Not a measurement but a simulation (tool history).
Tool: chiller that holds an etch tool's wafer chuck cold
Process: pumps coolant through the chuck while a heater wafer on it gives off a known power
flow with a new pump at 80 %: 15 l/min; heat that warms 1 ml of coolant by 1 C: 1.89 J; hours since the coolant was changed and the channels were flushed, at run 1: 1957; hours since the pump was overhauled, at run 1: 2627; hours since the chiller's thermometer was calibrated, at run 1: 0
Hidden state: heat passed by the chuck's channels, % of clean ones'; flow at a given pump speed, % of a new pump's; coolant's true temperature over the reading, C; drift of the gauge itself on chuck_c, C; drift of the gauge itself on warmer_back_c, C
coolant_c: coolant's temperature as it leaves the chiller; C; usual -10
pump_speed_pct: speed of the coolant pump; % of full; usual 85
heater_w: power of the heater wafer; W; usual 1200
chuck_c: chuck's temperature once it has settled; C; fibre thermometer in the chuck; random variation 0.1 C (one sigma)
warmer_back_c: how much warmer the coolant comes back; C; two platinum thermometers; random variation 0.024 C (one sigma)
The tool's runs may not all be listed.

run     day  coolant_c  pump_speed_pct  heater_w  hours since the coolant was changed and the channels were flushed  hours since the pump was overhauled  hours since the chiller's thermometer was calibrated  chuck_c  warmer_back_c
  1       0        -10              85      1200                                                               1957                                 2627                                                     0      3.5           2.45
  2   3.521        -10              85      1200                                                               2041                                 2711                                                    85      3.6           2.49
  3   6.288        -10              85      1200                                                               2108                                 2778                                                   151      3.9            2.5
  4   7.883        -10              85      1200                                                               2146                                 2816                                                   189      3.9           2.47
  5  11.196        -10              85      1200                                                               2225                                 2895                                                   269      3.8           2.45
  6  13.125        -10              85      1200                                                               2272                                 2942                                                   315      3.7           2.45
  7  15.317        -10              85      1200                                                               2324                                 2994                                                   368      3.8           2.46
  8   17.85        -10              76      1200                                                               2385                                 3055                                                   428      5.2           2.78
  9  20.125        -10              85      1200                                                               2440                                 3110                                                   483      3.9           2.43
 10  23.229        -10              85      1050                                                               2514                                 3184                                                   558      2.3           2.15
 11  25.775        -10              85      1050                                                               2575                                 3245                                                   619      2.1           2.16
 12  28.408        -10              90       725                                                               2639                                 3309                                                   682     -1.9           1.42
 13  30.288        -10              90       725                                                               2684                                 3354                                                   727     -1.9            1.4
 14  33.821        -13              67       712                                                               2768                                 3438                                                   812     -2.8           1.88
 15   36.45        -13              67       712                                                               2832                                 3502                                                   875     -2.6           1.94
 16  39.567         -6              62       701                                                               2906                                 3576                                                   950      4.7           2.01
 17  42.567        -10              64      1200                                                               2978                                 3648                                                  1022        8           3.35
 18  45.042        -10              64      1200                                                               3038                                 3708                                                  1081      7.9           3.34
 19  48.367        -10              64      1200                                                               3118                                 3788                                                  1161      7.8           3.37
 20  50.879        -16              94       683                                                               3178                                 3848                                                  1221     -8.7           1.29
 21  53.529        -16              80      1435                                                               3242                                 3911                                                  1285      1.6           3.19
 22  55.867         -1              80      1630                                                               3298                                 3968                                                  1341     19.3           3.61

Forecast each of these 3 alternatives for the next run:
  A  59.454         -1              80      1218                                                               3384                                 4054                                                  1427        ?              ?
  B  59.454        -10              80      1703                                                               3384                                 4054                                                  1427        ?              ?
  C  59.454         -9              80      1630                                                               3384                                 4054                                                  1427        ?              ?

run  chuck_c  warmer_back_c
  A     14.1           2.66
  B     11.2           3.74
  C     11.4           3.58
Without the tool's hidden state the same runs would have given:
run  chuck_c  warmer_back_c
  A     12.6           2.55
  B        9           3.57
  C      9.3           3.43

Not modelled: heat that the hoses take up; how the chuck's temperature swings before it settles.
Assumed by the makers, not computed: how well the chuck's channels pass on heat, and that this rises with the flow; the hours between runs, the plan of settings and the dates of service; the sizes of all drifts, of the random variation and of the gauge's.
